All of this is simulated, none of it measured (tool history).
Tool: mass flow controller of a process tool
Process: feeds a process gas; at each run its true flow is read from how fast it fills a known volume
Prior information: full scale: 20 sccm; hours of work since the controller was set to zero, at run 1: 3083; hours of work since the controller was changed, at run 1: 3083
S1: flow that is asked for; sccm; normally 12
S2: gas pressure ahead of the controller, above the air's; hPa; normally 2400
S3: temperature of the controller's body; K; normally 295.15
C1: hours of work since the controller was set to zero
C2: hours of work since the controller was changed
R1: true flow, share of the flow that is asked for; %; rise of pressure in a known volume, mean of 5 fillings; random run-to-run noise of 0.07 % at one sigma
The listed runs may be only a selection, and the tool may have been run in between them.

| run | day | S1 | S2 | S3 | C1 | C2 | R1 |
|---|---|---|---|---|---|---|---|
| 1 | 0 | 12 | 2400 | 295.15 | 3083 | 3083 | 98.43 |
| 2 | 17.554 | 10 | 2400 | 295.15 | 3338 | 3338 | 98.37 |
| 3 | 36.2 | 10 | 2400 | 295.15 | 3608 | 3608 | 98.48 |
| 4 | 59.417 | 12 | 2400 | 295.15 | 3945 | 3945 | 98.67 |
| 5 | 73.779 | 14 | 2400 | 295.15 | 4154 | 4154 | 98.96 |
| 6 | 88.942 | 12 | 2400 | 295.15 | 4374 | 4374 | 98.8 |
| 7 | 107.392 | 12 | 2400 | 295.15 | 4641 | 4641 | 98.77 |
| 8 | 130.371 | 12 | 1540 | 295.15 | 4975 | 4975 | 99.31 |
| 9 | 146.429 | 12 | 1540 | 295.15 | 5208 | 5208 | 99.33 |
| 10 | 160.117 | 12 | 1540 | 295.15 | 5406 | 5406 | 99.45 |
| 11 | 174.783 | 12 | 2400 | 295.15 | 5619 | 5619 | 98.95 |
| 12 | 188.992 | 12 | 2400 | 295.15 | 5825 | 5825 | 99.03 |
| 13 | 211.767 | 12 | 2400 | 295.15 | 6156 | 6156 | 99.21 |
| 14 | 223.671 | 12 | 2400 | 295.15 | 6329 | 6329 | 99.2 |
| 15 | 245.183 | 12 | 2400 | 295.15 | 6641 | 6641 | 99.23 |
| 16 | 266.521 | 12 | 2400 | 295.15 | 6950 | 6950 | 99.46 |
|  | 276.138 | controller's zero set anew |
| 17 | 280.55 | 12 | 2400 | 295.15 | 64 | 7154 | 99.42 |
| 18 | 295.179 | 12 | 2400 | 295.15 | 276 | 7366 | 99.54 |
| 19 | 307.204 | 20 | 2400 | 295.15 | 451 | 7540 | 100.43 |
| 20 | 326.104 | 20 | 2400 | 295.15 | 725 | 7815 | 100.52 |
| 21 | 346.467 | 20 | 2400 | 295.15 | 1020 | 8110 | 100.64 |
| 22 | 364.883 | 20 | 2400 | 295.15 | 1288 | 8377 | 100.7 |
| 23 | 380.021 | 20 | 2400 | 295.15 | 1507 | 8597 | 100.6 |
| 24 | 399.829 | 4 | 2470 | 310.15 | 1795 | 8884 | 100.13 |
| 25 | 413.292 | 4 | 2470 | 298.15 | 1990 | 9080 | 99.13 |
| 26 | 433.838 | 4 | 1430 | 293.15 | 2288 | 9378 | 99.21 |
|  | 437.354 | controller exchanged for a calibrated one |
| 27 | 450.442 | 4 | 1430 | 293.15 | 190 | 190 | 99.36 |
| 28 | 462.767 | 4 | 1430 | 293.15 | 369 | 369 | 99.33 |
| 29 | 481.433 | 4 | 2610 | 301.15 | 640 | 640 | 99.59 |
| 30 | 497.875 | 12 | 2730 | 293.15 | 878 | 878 | 99.66 |
| 31 | 510.442 | 14 | 1720 | 295.15 | 1061 | 1061 | 100.72 |
| 32 | 531.008 | 17 | 1460 | 294.15 | 1359 | 1359 | 101.41 |
| 33 | 554.4 | 17 | 1460 | 296.15 | 1698 | 1698 | 101.54 |
| 34 | 578.229 | 9 | 1640 | 296.15 | 2044 | 2044 | 100.5 |
| 35 | 590.571 | 17 | 1970 | 298.15 | 2223 | 2223 | 101.45 |
| 36 | 604.033 | 17 | 1970 | 298.15 | 2419 | 2419 | 101.66 |
| 37 | 617.267 | 7 | 2250 | 295.15 | 2611 | 2611 | 99.89 |
| 38 | 627.321 | 6 | 2500 | 295.15 | 2756 | 2756 | 99.67 |
| 39 | 639.404 | 7 | 1440 | 296.15 | 2932 | 2932 | 100.62 |
| 40 | 649.212 | 4 | 2380 | 295.15 | 3074 | 3074 | 99.55 |
| 41 | 663.925 | 4 | 2030 | 296.15 | 3288 | 3288 | 99.95 |
| 42 | 681.746 | 7 | 2400 | 295.15 | 3546 | 3546 | 99.99 |
| 43 | 700.821 | 7 | 2400 | 295.15 | 3823 | 3823 | 100.09 |
|  | 710.846 | gauge calibrated |
| 44 | 722.821 | 5 | 1720 | 295.15 | 4142 | 4142 | 98.08 |
| 45 | 738.046 | 4 | 2260 | 308.15 | 4363 | 4363 | 98.93 |

4 ways to go on from here, each from the tool as it stands after run 45. What would each give?
| A | 748.842 | 2 | 2260 | 308.15 | 4520 | 4520 | ? |
| B | 748.842 | 4 | 1540 | 299.15 | 4520 | 4520 | ? |
| C | 748.842 | 12 | 2400 | 309.15 | 4520 | 4520 | ? |
| D | 748.842 | 12 | 1460 | 311.15 | 4520 | 4520 | ? |

| run | R1 |
|---|---|
| A | 98.76 |
| B | 98.47 |
| C | 99.98 |
| D | 100.7 |
Stripped of hidden state, with their random variation kept, the same runs would have yielded:
| run | R1 |
|---|---|
| A | 98.61 |
| B | 98.34 |
| C | 99.85 |
| D | 100.57 |
